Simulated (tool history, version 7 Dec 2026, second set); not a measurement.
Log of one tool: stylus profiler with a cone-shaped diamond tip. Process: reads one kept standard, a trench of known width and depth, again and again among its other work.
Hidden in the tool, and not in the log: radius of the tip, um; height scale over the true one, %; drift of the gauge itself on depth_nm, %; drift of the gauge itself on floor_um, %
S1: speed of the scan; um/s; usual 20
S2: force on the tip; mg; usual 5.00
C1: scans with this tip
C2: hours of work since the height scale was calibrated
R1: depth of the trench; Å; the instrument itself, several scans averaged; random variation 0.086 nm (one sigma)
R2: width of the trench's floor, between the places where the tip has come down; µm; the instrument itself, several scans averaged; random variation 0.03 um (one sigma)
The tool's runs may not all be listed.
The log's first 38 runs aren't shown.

| run | hour | S1 | S2 | C1 | C2 | R1 | R2 |
|---|---|---|---|---|---|---|---|
| 39 | 3042.3 | 8 | 2.15 | 27949 | 1561 | 1009.8 | 48.21 |
| 40 | 3111.8 | 28 | 2.25 | 28258 | 1611 | 1010.2 | 48.06 |
| 41 | 3225.4 | 20 | 5.44 | 28765 | 1692 | 1017.4 | 48.16 |
| 42 | 3323.5 | 18 | 2.42 | 29202 | 1762 | 1011.5 | 48.12 |
| 43 | 3431.8 | 18 | 2.42 | 29684 | 1839 | 1012.0 | 48.13 |
| 44 | 3520.8 | 36 | 9.15 | 30081 | 1903 | 1021.5 | 48.07 |
| 45 | 3581.5 | 36 | 5.00 | 30351 | 1946 | 1017.8 | 48.08 |
| 46 | 3640.9 | 36 | 5.00 | 30616 | 1988 | 1016.4 | 48.04 |

Forecast each of these 4 alternatives for the next run:
| A | 3710.9 | 69 | 1.77 | 30928 | 2038 | ? | ? |
| B | 3710.9 | 23 | 5.00 | 30928 | 2038 | ? | ? |
| C | 3710.9 | 32 | 9.55 | 30928 | 2038 | ? | ? |
| D | 3710.9 | 20 | 10.52 | 30928 | 2038 | ? | ? |

| run | R1 | R2 |
|---|---|---|
| A | 1010.4 | 47.83 |
| B | 1015.4 | 48.10 |
| C | 1023.8 | 48.12 |
| D | 1024.3 | 48.09 |
Without the tool's hidden state the same runs would have given:
| run | R1 | R2 |
|---|---|---|
| A | 1004.9 | 48.40 |
| B | 1009.9 | 48.68 |
| C | 1018.3 | 48.70 |
| D | 1018.8 | 48.66 |

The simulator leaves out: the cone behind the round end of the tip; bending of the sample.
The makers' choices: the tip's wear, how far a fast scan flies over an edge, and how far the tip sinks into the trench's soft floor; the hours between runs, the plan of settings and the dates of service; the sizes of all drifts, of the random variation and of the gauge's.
